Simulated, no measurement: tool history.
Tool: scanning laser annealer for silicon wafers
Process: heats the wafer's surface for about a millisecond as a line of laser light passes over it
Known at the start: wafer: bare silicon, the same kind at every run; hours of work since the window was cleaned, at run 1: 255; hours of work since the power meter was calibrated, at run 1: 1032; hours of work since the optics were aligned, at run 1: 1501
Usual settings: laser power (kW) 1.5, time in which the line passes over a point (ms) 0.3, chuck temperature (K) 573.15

run,hour,laser power (kW),time in which the line passes over a point (ms),chuck temperature (K),hours of work since the window was cleaned,hours of work since the power meter was calibrated,hours of work since the optics were aligned,highest temperature of the surface (K)
1,0,1.5,0.3,573.15,255,1032,1501,1333.15
2,22.9,1.47,0.3,573.15,273,1050,1519,1315.15
3,53.5,1.47,0.3,573.15,297,1074,1543,1312.15
# hour 75.4: window over the wafer cleaned
4,75.7,1.47,0.3,573.15,0,1090,1559,1348.15
5,106.8,1.47,0.3,573.15,24,1114,1583,1345.15
6,139.8,1.47,0.3,573.15,50,1140,1609,1342.15
7,169.3,1.308,0.3,573.15,73,1162,1632,1241.15
8,187.2,1.497,0.3,573.15,87,1176,1645,1349.15
9,217.4,1.497,0.3,573.15,110,1200,1669,1349.15
10,242.2,1.497,0.3,573.15,130,1219,1688,1344.15
11,258.7,1.567,0.3,573.15,143,1232,1701,1387.15
12,288.6,1.567,0.3,573.15,166,1255,1724,1378.15
13,314.8,1.567,0.3,573.15,186,1276,1745,1379.15
14,346.1,1.5,0.3,573.15,211,1300,1769,1331.15
# hour 372.4: optics aligned, line set to its width
15,374.1,1.5,0.3,573.15,229,1318,1,1352.15
16,391.5,1.5,0.374,573.15,242,1332,15,1439.15
17,408.5,1.5,0.3,573.15,255,1345,28,1346.15
18,434,1.5,0.3,573.15,275,1365,48,1346.15
19,460.6,1.5,0.3,573.15,296,1385,69,1343.15
20,477.6,1.5,0.268,573.15,309,1399,82,1296.15
# hour 483.1: window over the wafer cleaned
21,511,1.5,0.3,554.15,22,1423,106,1358.15
22,537.1,1.5,0.3,554.15,42,1443,127,1357.15
23,559.1,1.498,0.3,536.15,59,1461,144,1332.15
24,591.3,1.498,0.3,536.15,84,1486,169,1330.15
25,606.5,1.399,0.236,573.15,96,1497,181,1225.15
26,622.1,1.412,0.222,573.15,108,1510,193,1210.15
# hour 626.9: laser's power meter calibrated
27,654.4,1.412,0.222,573.15,131,21,216,1204.15
28,679.7,1.294,0.232,595.15,151,41,235,1180.15
29,694.8,1.5,0.246,598.15,162,53,247,1311.15
30,716.3,1.463,0.281,563.15,179,70,264,1296.15
31,749.2,1.463,0.281,563.15,205,95,289,1294.15
32,776.3,1.463,0.281,563.15,226,116,311,1291.15
33,800.7,1.579,0.32,538.15,245,135,330,1379.15
# hour 811.7: laser's power meter calibrated, once more
34,833.3,1.5,0.341,576.15,268,17,353,1401.15
35,850.8,1.526,0.33,551.15,282,30,366,1378.15
36,881,1.526,0.33,551.15,305,54,390,1375.15
# hour 892.4: window over the wafer cleaned
37,908.3,1.5,0.3,592.15,12,74,409,1401.15
38,929,1.5,0.3,592.15,29,90,426,1398.15
39,961.9,1.519,0.3,601.15,54,115,451,1419.15
40,988.8,1.303,0.27,573.15,75,136,472,1220.15
41,1013.9,1.583,0.3,611.15,95,156,492,1457.15

Forecast each of these 3 alternatives for the next run:
A,1040.3,1.304,0.291,547.15,115,176,512,?
B,1040.3,1.5,0.299,538.15,115,176,512,?
C,1040.3,1.488,0.33,598.15,115,176,512,?

run,highest temperature of the surface (K)
A,1211.15
B,1332.15
C,1422.15
Without the tool's hidden state the same runs would have given:
run,highest temperature of the surface (K)
A,1231.15
B,1356.15
C,1447.15
